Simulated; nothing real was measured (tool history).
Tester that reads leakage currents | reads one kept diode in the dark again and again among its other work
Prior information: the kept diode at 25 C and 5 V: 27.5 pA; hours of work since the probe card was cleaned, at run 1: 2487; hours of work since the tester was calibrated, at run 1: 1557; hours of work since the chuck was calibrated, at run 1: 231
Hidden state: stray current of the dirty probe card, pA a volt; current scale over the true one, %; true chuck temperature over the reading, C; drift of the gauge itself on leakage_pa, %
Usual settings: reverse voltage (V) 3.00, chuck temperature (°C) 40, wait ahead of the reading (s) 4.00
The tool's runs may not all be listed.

| run | hour | reverse voltage (V) | chuck temperature (°C) | wait ahead of the reading (s) | hours of work since the probe card was cleaned | hours of work since the tester was calibrated | hours of work since the chuck was calibrated | current that the tester gives (pA) |
|---|---|---|---|---|---|---|---|---|
| 1 | 0.0 | 3.00 | 40 | 4.00 | 2487 | 1557 | 231 | 63.17 |
| 2 | 43.2 | 3.00 | 40 | 4.00 | 2507 | 1576 | 251 | 62.34 |
| 3 | 95.5 | 3.00 | 40 | 4.00 | 2531 | 1600 | 275 | 62.60 |
| 4 | 135.1 | 3.00 | 40 | 4.00 | 2549 | 1618 | 292 | 61.88 |
| 5 | 229.1 | 3.00 | 40 | 4.00 | 2591 | 1661 | 335 | 61.82 |
| 6 | 284.4 | 3.00 | 40 | 4.00 | 2616 | 1686 | 360 | 61.78 |
|  | 323.2 | probe card cleaned and baked |
| 7 | 354.7 | 3.00 | 40 | 4.00 | 14 | 1716 | 391 | 58.54 |
| 8 | 419.9 | 3.00 | 40 | 4.00 | 44 | 1746 | 420 | 58.61 |
| 9 | 499.5 | 3.00 | 40 | 4.00 | 80 | 1782 | 456 | 58.15 |
| 10 | 575.0 | 1.70 | 30 | 2.03 | 114 | 1816 | 491 | 20.23 |
| 11 | 652.6 | 7.62 | 30 | 4.54 | 149 | 1851 | 526 | 48.29 |
| 12 | 707.6 | 7.62 | 30 | 4.54 | 174 | 1876 | 551 | 48.10 |
| 13 | 791.7 | 7.62 | 30 | 4.54 | 212 | 1914 | 589 | 48.16 |
| 14 | 840.7 | 4.17 | 59 | 0.49 | 235 | 1936 | 611 | 248.47 |
| 15 | 902.5 | 3.04 | 40 | 0.32 | 263 | 1965 | 639 | 60.09 |
| 16 | 968.8 | 3.04 | 40 | 0.32 | 293 | 1995 | 669 | 59.86 |
| 17 | 1022.3 | 3.04 | 40 | 0.32 | 317 | 2019 | 693 | 59.76 |

Some steps in current that the tester gives (pA) between neighbouring runs. How much of each would the tool show without its hidden state too (settings, what came in, random variation), and how much is left for the hidden state, with any gauge scatter that isn't in both results?
Run 13 -> 14: reverse voltage (V) 7.62 -> 4.17, chuck temperature (°C) 30 -> 59, wait ahead of the reading (s) 4.54 -> 0.49. current that the tester gives (pA) +200.31: hidden state -18.25, all else +218.56.
